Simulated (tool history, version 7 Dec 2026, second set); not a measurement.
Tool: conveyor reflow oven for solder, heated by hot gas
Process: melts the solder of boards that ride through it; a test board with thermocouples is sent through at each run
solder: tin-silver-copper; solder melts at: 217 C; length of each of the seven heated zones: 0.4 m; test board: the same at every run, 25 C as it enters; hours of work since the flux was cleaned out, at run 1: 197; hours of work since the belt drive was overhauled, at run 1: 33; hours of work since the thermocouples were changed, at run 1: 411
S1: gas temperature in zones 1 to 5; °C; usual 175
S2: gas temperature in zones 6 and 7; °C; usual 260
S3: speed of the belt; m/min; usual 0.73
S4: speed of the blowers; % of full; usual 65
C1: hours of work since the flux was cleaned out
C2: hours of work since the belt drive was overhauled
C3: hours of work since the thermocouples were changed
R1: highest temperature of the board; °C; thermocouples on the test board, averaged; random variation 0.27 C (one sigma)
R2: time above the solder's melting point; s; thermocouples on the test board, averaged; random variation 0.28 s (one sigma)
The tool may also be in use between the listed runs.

run   hour   S1   S2     S3  S4   C1   C2   C3     R1    R2
  1      0  175  260   0.73  65  197   33  411  244.3  43.2
  2    8.8  175  260   0.73  65  202   38  416    244  43.2
  3   17.2  175  256   0.73  65  207   43  421  240.1  40.4
  4   21.9  175  256   0.73  65  209   45  423  240.6  40.7
  5   27.6  188  260   0.73  65  213   49  426  246.7  49.8
  6   35.2  175  260   0.73  65  217   53  431  243.7  43.1
  7   40.4  175  260   0.73  65  220   56  434  243.8  43.7
  8   45.7  183  260   0.73  65  223   59  436  244.9  46.9
  9   53.7  183  260   0.73  65  227   63  441  245.3  46.9
 10   63.2  183  260   0.73  65  232   68  446  245.5  47.4
 11   68.3  183  260   0.73  65  235   71  449  245.1  47.2
 12   76.5  183  260   0.73  65  240   76  453  244.9  47.1
 13   83.2  175  260   0.73  73  243   79  457    245  44.9
 14   88.4  175  260   0.73  73  246   82  460  244.8  44.4
 15   92.7  175  270   0.73  65  248   84  462  251.6  48.9
 16   99.4  175  249  0.713  84  252   88  466    237    40
 17  105.4  175  249  0.713  84  255   91  469  237.6  39.9
 18    112  175  260  0.764  76  259   95  473  243.9  41.2
 19  117.6  175  260  0.764  76  262   98  476  243.6  41.2
 20  124.1  175  260  0.852  76  266  102  480  240.1  33.9
 21  129.2  175  260  0.852  76  268  104  482  239.8  33.4
 22    138  170  260  0.852  53  273  109  487  233.1  24.6
 23  146.6  166  269  0.755  71  278  114  492  249.2  42.3
 24  153.4  166  269  0.755  71  282  118  496  248.8  42.7
 25  159.5  175  260   0.59  65  285  121  499  249.2  59.8
 26  164.1  164  268  0.788  70  288  124  502  245.6  37.8
 27  170.7  162  264  0.722  57  291  127  505    243  37.8
 28  175.6  175  260  0.589  73  294  130  508  250.2  61.8
 29  179.6  163  260  0.639  73  296  132  510  246.5  48.9

3 ways to go on from here, each from the tool as it stands after run 29. What would each give?
  A  188.1  163  260  0.697  73  301  137  515   ?   ?
  B  188.1  163  260  0.663  73  301  137  515   ?   ?
  C  188.1  163  253  0.721  73  301  137  515   ?   ?

run     R1    R2
  A  243.3  41.9
  B  244.8  46.5
  C  236.7    34
Without the tool's hidden state the same runs would have given:
run     R1    R2
  A  246.2  45.1
  B  247.5  49.5
  C  239.5  37.8
